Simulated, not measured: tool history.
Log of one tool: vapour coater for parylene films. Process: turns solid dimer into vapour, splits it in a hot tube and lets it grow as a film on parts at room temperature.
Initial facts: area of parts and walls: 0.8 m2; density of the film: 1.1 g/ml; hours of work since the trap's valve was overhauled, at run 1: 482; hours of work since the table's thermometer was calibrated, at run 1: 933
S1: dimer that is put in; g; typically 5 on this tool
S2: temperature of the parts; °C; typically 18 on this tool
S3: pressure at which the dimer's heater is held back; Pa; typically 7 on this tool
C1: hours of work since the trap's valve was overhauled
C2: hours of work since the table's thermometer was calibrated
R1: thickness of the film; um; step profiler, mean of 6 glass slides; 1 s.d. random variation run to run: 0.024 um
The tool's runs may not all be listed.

{"run": 1, "day": 0.0, "S1": 5, "S2": 18, "S3": 7, "C1": 482, "C2": 933, "R1": 2.57}
{"run": 2, "day": 1.183, "S1": 5, "S2": 18, "S3": 7, "C1": 504, "C2": 955, "R1": 2.55}
{"run": 3, "day": 2.483, "S1": 5, "S2": 18, "S3": 7, "C1": 528, "C2": 979, "R1": 2.57}
{"run": 4, "day": 3.179, "S1": 5, "S2": 18, "S3": 5.93, "C1": 541, "C2": 992, "R1": 2.57}
{"run": 5, "day": 3.862, "S1": 5, "S2": 18, "S3": 5.93, "C1": 554, "C2": 1005, "R1": 2.55}
{"run": 6, "day": 4.417, "S1": 5, "S2": 15, "S3": 10.43, "C1": 564, "C2": 1015, "R1": 2.69}
{"run": 7, "day": 5.717, "S1": 4, "S2": 23, "S3": 7, "C1": 588, "C2": 1039, "R1": 1.69}
{"run": 8, "day": 6.775, "S1": 5, "S2": 11, "S3": 7, "C1": 608, "C2": 1059, "R1": 3.27}
{"run": 9, "day": 7.725, "S1": 5, "S2": 18, "S3": 8.32, "C1": 625, "C2": 1076, "R1": 2.48}
{"run": 10, "day": 8.754, "S1": 3, "S2": 21, "S3": 2.02, "C1": 644, "C2": 1096, "R1": 1.55}

Alternative continuations, all from the tool just after run 10; predict every row:
{"run": "A", "day": 9.854, "S1": 3, "S2": 21, "S3": 2.11, "C1": 665, "C2": 1116, "R1": "?"}
{"run": "B", "day": 9.854, "S1": 3, "S2": 21, "S3": 5.35, "C1": 665, "C2": 1116, "R1": "?"}
{"run": "C", "day": 9.854, "S1": 4, "S2": 18, "S3": 7, "C1": 665, "C2": 1116, "R1": "?"}
{"run": "D", "day": 9.854, "S1": 3, "S2": 18, "S3": 7, "C1": 665, "C2": 1116, "R1": "?"}
{"run": "E", "day": 9.854, "S1": 4, "S2": 13, "S3": 9.16, "C1": 665, "C2": 1116, "R1": "?"}

run=A R1=1.62
run=B R1=1.43
run=C R1=2.04
run=D R1=1.5
run=E R1=2.34
With no hidden state in the tool, these same runs would have given:
run=A R1=1.62
run=B R1=1.43
run=C R1=2.05
run=D R1=1.5
run=E R1=2.35
